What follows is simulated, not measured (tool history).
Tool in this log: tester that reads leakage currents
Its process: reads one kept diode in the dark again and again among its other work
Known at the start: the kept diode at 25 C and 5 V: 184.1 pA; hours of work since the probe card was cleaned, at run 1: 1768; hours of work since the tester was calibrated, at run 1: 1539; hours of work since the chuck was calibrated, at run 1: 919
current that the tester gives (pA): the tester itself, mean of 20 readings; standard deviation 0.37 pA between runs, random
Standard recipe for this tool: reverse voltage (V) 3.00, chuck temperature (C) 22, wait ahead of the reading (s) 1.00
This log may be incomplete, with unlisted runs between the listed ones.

run,hour,reverse voltage (V),chuck temperature (C),wait ahead of the reading (s),hours of work since the probe card was cleaned,hours of work since the tester was calibrated,hours of work since the chuck was calibrated,current that the tester gives (pA)
1,0.0,3.00,22,1.00,1768,1539,919,121.64
2,51.3,3.00,22,1.00,1793,1564,944,122.24
3,120.1,5.36,22,1.00,1826,1597,978,149.79
4,206.9,5.36,22,1.00,1868,1639,1020,149.34
5,264.2,13.67,22,1.00,1896,1667,1048,214.55
6,324.0,3.00,22,1.00,1925,1696,1077,120.51
7,407.0,3.00,22,1.00,1965,1736,1117,120.40
8,474.7,3.00,22,1.00,1998,1769,1150,120.08
9,534.1,3.00,22,1.00,2027,1798,1179,120.27
10,642.9,3.00,22,1.00,2080,1851,1231,119.61
11,718.4,3.00,22,1.00,2117,1888,1268,119.55
12,784.8,3.00,22,1.03,2149,1920,1300,118.92
13,869.5,2.60,22,6.13,2190,1961,1341,112.42
14,986.2,2.60,22,6.13,2247,2018,1398,112.31
15,1056.1,4.82,46,6.86,2280,2051,1432,937.19
16,1158.9,4.82,46,6.86,2330,2101,1482,928.89
# hour 1237.3: probe card cleaned and baked
17,1250.5,1.34,45,8.64,6,2144,1525,571.93
18,1326.1,1.34,58,8.64,43,2181,1562,1492.05
19,1378.2,1.34,58,8.64,68,2206,1587,1487.81
# hour 1393.9: chuck's temperature calibrated
20,1474.2,3.00,52,1.00,114,2252,39,1358.16
21,1536.9,9.24,22,8.14,145,2282,69,172.30
22,1649.4,9.24,22,8.14,199,2337,124,172.67
23,1700.6,1.52,40,1.14,224,2362,149,439.82
24,1773.8,8.79,22,1.68,260,2397,184,170.96

Here are 5 independent what-if runs from the current tool condition. What would each one return?
A,1856.8,2.05,22,0.42,300,2438,225,?
B,1856.8,16.23,26,3.17,300,2438,225,?
C,1856.8,10.86,22,0.33,300,2438,225,?
D,1856.8,14.34,41,2.12,300,2438,225,?
E,1856.8,8.79,21,2.71,300,2438,225,?

run,current that the tester gives (pA)
A,108.39
B,292.28
C,188.76
D,949.97
E,156.62
Take away the tool's hidden state, keep each run's random variation, and the runs would have read:
run,current that the tester gives (pA)
A,109.19
B,290.47
C,187.42
D,955.86
E,155.73
